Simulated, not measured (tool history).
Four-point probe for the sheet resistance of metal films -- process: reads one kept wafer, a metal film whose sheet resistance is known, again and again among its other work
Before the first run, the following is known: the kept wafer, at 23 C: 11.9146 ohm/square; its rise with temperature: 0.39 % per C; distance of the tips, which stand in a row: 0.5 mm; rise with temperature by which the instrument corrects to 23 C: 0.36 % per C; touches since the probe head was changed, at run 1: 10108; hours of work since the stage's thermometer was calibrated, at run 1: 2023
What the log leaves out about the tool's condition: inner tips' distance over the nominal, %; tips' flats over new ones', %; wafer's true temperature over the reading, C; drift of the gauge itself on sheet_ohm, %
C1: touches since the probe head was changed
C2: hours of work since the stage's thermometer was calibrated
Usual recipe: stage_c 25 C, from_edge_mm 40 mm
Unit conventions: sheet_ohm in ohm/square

Run 1, hour 0.0: usual settings; C1 10108; C2 2023. Result: sheet_ohm 11.927305 ohm/square.
Run 2, hour 50.1: usual settings; C1 11903; C2 2055. Result: sheet_ohm 11.919985 ohm/square.
Run 3, hour 78.7: usual settings; C1 12928; C2 2073. Result: sheet_ohm 11.920986 ohm/square.
Run 4, hour 134.7: usual settings; C1 14931; C2 2109. Result: sheet_ohm 11.924663 ohm/square.
Run 5, hour 160.4: usual settings but from_edge_mm 29 mm; C1 15854; C2 2126. Result: sheet_ohm 11.921602 ohm/square.
Run 6, hour 206.0: usual settings but from_edge_mm 29 mm; C1 17485; C2 2155. Result: sheet_ohm 11.926649 ohm/square.
Run 7, hour 235.3: usual settings but from_edge_mm 29 mm; C1 18535; C2 2174. Result: sheet_ohm 11.927605 ohm/square.
Run 8, hour 282.1: usual settings but from_edge_mm 5 mm; C1 20211; C2 2204. Result: sheet_ohm 11.987242 ohm/square.
Run 9, hour 341.4: usual settings but from_edge_mm 5 mm; C1 22334; C2 2242. Result: sheet_ohm 11.981913 ohm/square.
Run 10, hour 380.3: usual settings but from_edge_mm 33 mm; C1 23729; C2 2268. Result: sheet_ohm 11.926900 ohm/square.
Run 11, hour 417.9: usual settings but from_edge_mm 33 mm; C1 25074; C2 2292. Result: sheet_ohm 11.921703 ohm/square.
Run 12, hour 468.3: usual settings but stage_c 23 C; C1 26879; C2 2324. Result: sheet_ohm 11.913777 ohm/square.
Run 13, hour 514.8: usual settings but stage_c 23 C; C1 28545; C2 2354. Result: sheet_ohm 11.917007 ohm/square.
Run 14, hour 567.3: usual settings; C1 30425; C2 2388. Result: sheet_ohm 11.920941 ohm/square.
Run 15, hour 603.7: usual settings; C1 31730; C2 2411. Result: sheet_ohm 11.920794 ohm/square.
Run 16, hour 652.2: usual settings; C1 33467; C2 2443. Result: sheet_ohm 11.926089 ohm/square.
Run 17, hour 696.2: usual settings; C1 35043; C2 2471. Result: sheet_ohm 11.924109 ohm/square.
Run 18, hour 737.0: usual settings; C1 36504; C2 2497. Result: sheet_ohm 11.920836 ohm/square.
Run 19, hour 772.4: usual settings but from_edge_mm 4 mm; C1 37770; C2 2520. Result: sheet_ohm 12.021546 ohm/square.
Run 20, hour 827.2: usual settings but from_edge_mm 4 mm; C1 39733; C2 2555. Result: sheet_ohm 12.020629 ohm/square.
Run 21, hour 872.4: usual settings; C1 41352; C2 2584. Result: sheet_ohm 11.923623 ohm/square.
Run 22, hour 905.0: usual settings; C1 42522; C2 2605. Result: sheet_ohm 11.919589 ohm/square.
At hour 938.2: stage's thermometer calibrated.
Run 23, hour 966.1: usual settings but stage_c 34 C, from_edge_mm 42 mm; C1 44693; C2 18. Result: sheet_ohm 11.959092 ohm/square.
Run 24, hour 1022.1: usual settings but stage_c 34 C, from_edge_mm 42 mm; C1 46695; C2 54. Result: sheet_ohm 11.951868 ohm/square.
Run 25, hour 1064.3: usual settings but stage_c 29 C, from_edge_mm 7 mm; C1 48208; C2 81. Result: sheet_ohm 11.969972 ohm/square.
Run 26, hour 1112.7: usual settings but stage_c 29 C, from_edge_mm 7 mm; C1 49941; C2 112. Result: sheet_ohm 11.968985 ohm/square.
Run 27, hour 1141.4: usual settings but stage_c 29 C, from_edge_mm 7 mm; C1 50968; C2 131. Result: sheet_ohm 11.973044 ohm/square.
Run 28, hour 1169.3: usual settings but stage_c 29 C, from_edge_mm 7 mm; C1 51967; C2 149. Result: sheet_ohm 11.971361 ohm/square.
Run 29, hour 1202.8: usual settings but stage_c 33 C, from_edge_mm 27 mm; C1 53168; C2 170. Result: sheet_ohm 11.952762 ohm/square.
Run 30, hour 1245.1: usual settings but stage_c 20 C, from_edge_mm 19 mm; C1 54683; C2 198. Result: sheet_ohm 11.906391 ohm/square.
Run 31, hour 1301.6: usual settings but stage_c 20 C, from_edge_mm 19 mm; C1 56707; C2 234. Result: sheet_ohm 11.910683 ohm/square.
Run 32, hour 1326.2: usual settings but stage_c 20 C, from_edge_mm 19 mm; C1 57588; C2 250. Result: sheet_ohm 11.910228 ohm/square.
Run 33, hour 1377.2: usual settings but stage_c 33 C, from_edge_mm 9 mm; C1 59415; C2 283. Result: sheet_ohm 11.968588 ohm/square.
Run 34, hour 1426.8: usual settings but stage_c 33 C, from_edge_mm 9 mm; C1 61190; C2 315. Result: sheet_ohm 11.970275 ohm/square.
Run 35, hour 1476.7: usual settings but stage_c 33 C, from_edge_mm 9 mm; C1 62978; C2 347. Result: sheet_ohm 11.971944 ohm/square.
Run 36, hour 1536.8: usual settings but stage_c 33 C, from_edge_mm 9 mm; C1 65131; C2 385. Result: sheet_ohm 11.971270 ohm/square.
Run 37, hour 1562.7: usual settings but stage_c 33 C, from_edge_mm 9 mm; C1 66057; C2 402. Result: sheet_ohm 11.974092 ohm/square.
Run 38, hour 1617.0: usual settings but stage_c 33 C, from_edge_mm 59 mm; C1 68003; C2 437. Result: sheet_ohm 11.955289 ohm/square.
Run 39, hour 1662.7: usual settings but stage_c 33 C, from_edge_mm 59 mm; C1 69640; C2 466. Result: sheet_ohm 11.952168 ohm/square.
Run 40, hour 1696.5: usual settings but from_edge_mm 59 mm; C1 70850; C2 488. Result: sheet_ohm 11.922255 ohm/square.
Run 41, hour 1756.7: usual settings but stage_c 18 C, from_edge_mm 48 mm; C1 73007; C2 527. Result: sheet_ohm 11.894049 ohm/square.
Run 42, hour 1815.5: usual settings but stage_c 28 C, from_edge_mm 22 mm; C1 75112; C2 565. Result: sheet_ohm 11.938008 ohm/square.
Run 43, hour 1853.9: usual settings but stage_c 35 C; C1 76488; C2 590. Result: sheet_ohm 11.961875 ohm/square.
Run 44, hour 1883.5: usual settings but stage_c 20 C, from_edge_mm 10 mm; C1 77550; C2 609. Result: sheet_ohm 11.924568 ohm/square.

Here are 4 independent what-if runs from the current tool condition. What would each one return?
Run A, hour 1915.7: usual settings but stage_c 34 C, from_edge_mm 22 mm; C1 78700; C2 629. Result: sheet_ohm ?.
Run B, hour 1915.7: usual settings but stage_c 20 C, from_edge_mm 10 mm; C1 78700; C2 629. Result: sheet_ohm ?.
Run C, hour 1915.7: usual settings but stage_c 20 C, from_edge_mm 11 mm; C1 78700; C2 629. Result: sheet_ohm ?.
Run D, hour 1915.7: usual settings but from_edge_mm 11 mm; C1 78700; C2 629. Result: sheet_ohm ?.

run  sheet_ohm
  A  11.956038
  B  11.922460
  C  11.915761
  D  11.935681
What these runs would have given with no unlogged condition in the tool:
run  sheet_ohm
  A  11.955168
  B  11.921594
  C  11.914896
  D  11.934814
